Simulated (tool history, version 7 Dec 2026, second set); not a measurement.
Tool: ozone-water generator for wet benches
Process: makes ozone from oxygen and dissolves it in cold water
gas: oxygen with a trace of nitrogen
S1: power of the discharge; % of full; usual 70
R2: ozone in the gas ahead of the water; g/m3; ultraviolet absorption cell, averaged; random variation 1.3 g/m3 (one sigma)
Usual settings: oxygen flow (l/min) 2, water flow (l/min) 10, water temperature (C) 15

Run 1, hour 0: usual settings. Result: dissolved ozone (ppm) 23.6, R2 238.2 g/m3.
Run 2, hour 108.3: usual settings. Result: dissolved ozone (ppm) 23.3, R2 238.6 g/m3.
Run 3, hour 220: usual settings. Result: dissolved ozone (ppm) 23.5, R2 238.4 g/m3.
Run 4, hour 280.2: usual settings. Result: dissolved ozone (ppm) 23.2, R2 235.9 g/m3.
Run 5, hour 372.2: usual settings. Result: dissolved ozone (ppm) 23.1, R2 237.5 g/m3.
Run 6, hour 461.9: usual settings but oxygen flow (l/min) 3.06. Result: dissolved ozone (ppm) 23.6, R2 190.6 g/m3.
Run 7, hour 563.9: usual settings but oxygen flow (l/min) 3.06. Result: dissolved ozone (ppm) 23.8, R2 187.5 g/m3.
Run 8, hour 680.5: usual settings but oxygen flow (l/min) 3.06. Result: dissolved ozone (ppm) 23.5, R2 186.8 g/m3.

The next listed run, before its measurement:
Run 9, hour 780: usual settings but oxygen flow (l/min) 3.06. Result: dissolved ozone (ppm) ?, R2 ?.

Run 9 gave dissolved ozone (ppm) 23.1, R2 186.7 g/m3.
Without the tool's hidden state the same run would have given dissolved ozone (ppm) 25.9, R2 199.1 g/m3.
